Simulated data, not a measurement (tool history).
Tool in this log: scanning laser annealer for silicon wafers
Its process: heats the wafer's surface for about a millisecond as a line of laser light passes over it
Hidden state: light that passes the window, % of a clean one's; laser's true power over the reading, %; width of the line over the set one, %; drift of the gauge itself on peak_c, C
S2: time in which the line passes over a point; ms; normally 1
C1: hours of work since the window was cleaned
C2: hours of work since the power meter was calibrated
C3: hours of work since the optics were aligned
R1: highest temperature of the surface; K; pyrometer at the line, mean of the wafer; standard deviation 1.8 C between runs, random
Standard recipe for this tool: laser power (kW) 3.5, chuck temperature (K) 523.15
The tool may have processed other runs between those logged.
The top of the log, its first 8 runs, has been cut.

At hour 228.3: window over the wafer cleaned.
Run 9, hour 230: usual settings but S2 1.21 ms; C1 1; C2 398; C3 532. Result: R1 1337.15 K.
Run 10, hour 255.3: usual settings; C1 15; C2 412; C3 546. Result: R1 1248.15 K.
Run 11, hour 287.5: usual settings; C1 32; C2 429; C3 564. Result: R1 1248.15 K.
Run 12, hour 312.6: usual settings; C1 46; C2 443; C3 577. Result: R1 1248.15 K.
Run 13, hour 336: usual settings; C1 59; C2 456; C3 590. Result: R1 1247.15 K.
Run 14, hour 351.6: usual settings; C1 67; C2 464; C3 599. Result: R1 1248.15 K.
Run 15, hour 385.4: usual settings; C1 86; C2 483; C3 617. Result: R1 1242.15 K.
Run 16, hour 402.9: usual settings; C1 95; C2 492; C3 627. Result: R1 1243.15 K.
Run 17, hour 417.9: usual settings; C1 103; C2 500; C3 635. Result: R1 1244.15 K.
At hour 423.5: laser's power meter calibrated.
Run 18, hour 455.3: usual settings but chuck temperature (K) 490.15; C1 122; C2 17; C3 654. Result: R1 1208.15 K.
Run 19, hour 476.2: usual settings but laser power (kW) 3.471, chuck temperature (K) 490.15; C1 134; C2 29; C3 665. Result: R1 1201.15 K.
Run 20, hour 495.9: usual settings but laser power (kW) 3.471, chuck temperature (K) 490.15; C1 144; C2 39; C3 676. Result: R1 1201.15 K.
Run 21, hour 514.8: usual settings but S2 0.93 ms, chuck temperature (K) 541.15; C1 155; C2 50; C3 686. Result: R1 1229.15 K.
Run 22, hour 536.6: usual settings but laser power (kW) 3.25, S2 1.18 ms, chuck temperature (K) 528.15; C1 166; C2 62; C3 698. Result: R1 1254.15 K.

For run 23, what comes out?
Run 23, hour 552.4: usual settings but laser power (kW) 3.376, S2 1.01 ms, chuck temperature (K) 558.15; C1 175; C2 70; C3 707. Result: R1 ?.

R1: 1251.15 K
Without the tool's hidden state the same run would have given R1 1267.15 K.
